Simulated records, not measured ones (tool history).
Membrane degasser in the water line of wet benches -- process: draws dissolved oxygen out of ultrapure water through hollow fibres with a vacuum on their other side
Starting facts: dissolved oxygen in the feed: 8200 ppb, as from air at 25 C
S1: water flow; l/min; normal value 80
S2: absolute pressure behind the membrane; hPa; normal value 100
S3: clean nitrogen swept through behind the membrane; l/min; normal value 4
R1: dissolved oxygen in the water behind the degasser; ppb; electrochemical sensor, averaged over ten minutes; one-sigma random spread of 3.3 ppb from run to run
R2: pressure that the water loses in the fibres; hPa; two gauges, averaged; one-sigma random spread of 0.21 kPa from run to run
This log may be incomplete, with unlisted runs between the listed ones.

run,hour,S1,S2,S3,R1,R2
1,0,80,100,4,326.9,495
2,96.8,80,100,4,322.3,492.3
3,149,80,100,4,324.5,498.1
4,201.6,80,100,4,322.3,496.8
5,255.5,80,100,4,323.8,494.5
6,308.8,80,100,4,327.1,494.2
7,389.6,80,100,4,321.5,499.2
8,496.5,80,100,4,330.5,495.2
# hour 533.4: seals of the vacuum lines changed
9,567.4,80,118,4,395,497.6
10,627.9,80,118,4,402.9,492.8
11,723,80,118,4,397.6,490.4
12,832.7,67,100,4,262.7,411.9
13,895.1,67,64,4,132.7,411.4
14,980.3,80,100,7.62,194.9,490.5
15,1053.2,80,100,7.62,197.5,488.9
16,1161.2,80,100,7.62,196.5,486.8
17,1216.8,67,174,3.12,651.2,409.4
18,1268.3,60,100,1.92,430.3,363.9
19,1347.9,60,100,1.92,437,368.7
20,1430.3,60,100,1.92,436.1,370.2
21,1513.3,80,100,10.85,150.6,484.9
22,1602.1,80,109,9.25,186.6,487.7
23,1689,86,109,10.99,183.9,520
24,1778,50,109,2.33,355.2,305.3
# hour 1828.2: gauge calibrated
25,1832.5,77,241,1.72,1565.7,478.6
26,1930.9,112,100,3.1,590.1,697.8
27,2027.6,124,100,4,586.9,767.6
28,2120.9,124,100,4,577.7,765

Run 29 comes next. What will it give?
29,2204.5,126,100,4.16,?,?

R1: 590.8 ppb
R2: 780 hPa
Take away the tool's hidden state, keep the run-to-run variation as it was, and the same run would have given R1 590.1 ppb, R2 783.9 hPa.

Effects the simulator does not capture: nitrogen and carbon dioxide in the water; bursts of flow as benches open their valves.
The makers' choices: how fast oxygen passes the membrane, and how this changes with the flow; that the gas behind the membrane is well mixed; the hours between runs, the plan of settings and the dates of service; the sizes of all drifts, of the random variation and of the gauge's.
